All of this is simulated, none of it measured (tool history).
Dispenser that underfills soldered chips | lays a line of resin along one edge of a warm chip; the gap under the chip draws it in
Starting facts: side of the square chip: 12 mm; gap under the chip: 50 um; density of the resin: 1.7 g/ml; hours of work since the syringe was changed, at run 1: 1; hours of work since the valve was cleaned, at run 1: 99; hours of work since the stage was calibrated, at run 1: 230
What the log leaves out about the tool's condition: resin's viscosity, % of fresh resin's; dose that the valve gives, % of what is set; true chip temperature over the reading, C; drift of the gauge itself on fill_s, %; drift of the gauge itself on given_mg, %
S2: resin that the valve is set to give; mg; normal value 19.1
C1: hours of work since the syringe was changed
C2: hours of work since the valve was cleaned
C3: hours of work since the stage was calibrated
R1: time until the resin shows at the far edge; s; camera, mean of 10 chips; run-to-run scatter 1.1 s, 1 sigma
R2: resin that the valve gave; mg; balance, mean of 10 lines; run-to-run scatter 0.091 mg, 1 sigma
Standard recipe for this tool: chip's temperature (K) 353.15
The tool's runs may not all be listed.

run 1 hour=0.0 | chip's_temperature_(K)=353.15 S2=19.1 | C1=1 C2=99 C3=230 | R1=124.1 R2=18.00
-- hour=8.5 new syringe of resin
run 2 hour=12.2 | chip's_temperature_(K)=353.15 S2=19.1 | C1=2 C2=106 C3=238 | R1=139.6 R2=17.92
-- hour=19.7 new syringe of resin
run 3 hour=19.7 | chip's_temperature_(K)=353.15 S2=19.1 | C1=0 C2=110 C3=242 | R1=113.6 R2=17.82
-- hour=25.4 dispensing valve cleaned and set on the balance
run 4 hour=26.5 | chip's_temperature_(K)=353.15 S2=19.1 | C1=4 C2=1 C3=246 | R1=149.4 R2=19.09
-- hour=31.6 new syringe of resin
run 5 hour=33.1 | chip's_temperature_(K)=348.15 S2=19.1 | C1=1 C2=5 C3=250 | R1=143.5 R2=19.01
-- hour=42.3 new syringe of resin
run 6 hour=44.4 | chip's_temperature_(K)=348.15 S2=19.1 | C1=1 C2=11 C3=257 | R1=148.7 R2=19.10

Predict the results of run 7:
run 7 hour=52.5 | chip's_temperature_(K)=366.15 S2=18.1 | C1=6 C2=16 C3=262 | R1=? R2=?

{"run 7": {"R1": 119.9, "R2": 17.85}}
Take away the tool's hidden state, keep the run-to-run variation as it was, and the same run would have given R1 71.4 s, R2 18.04 mg.
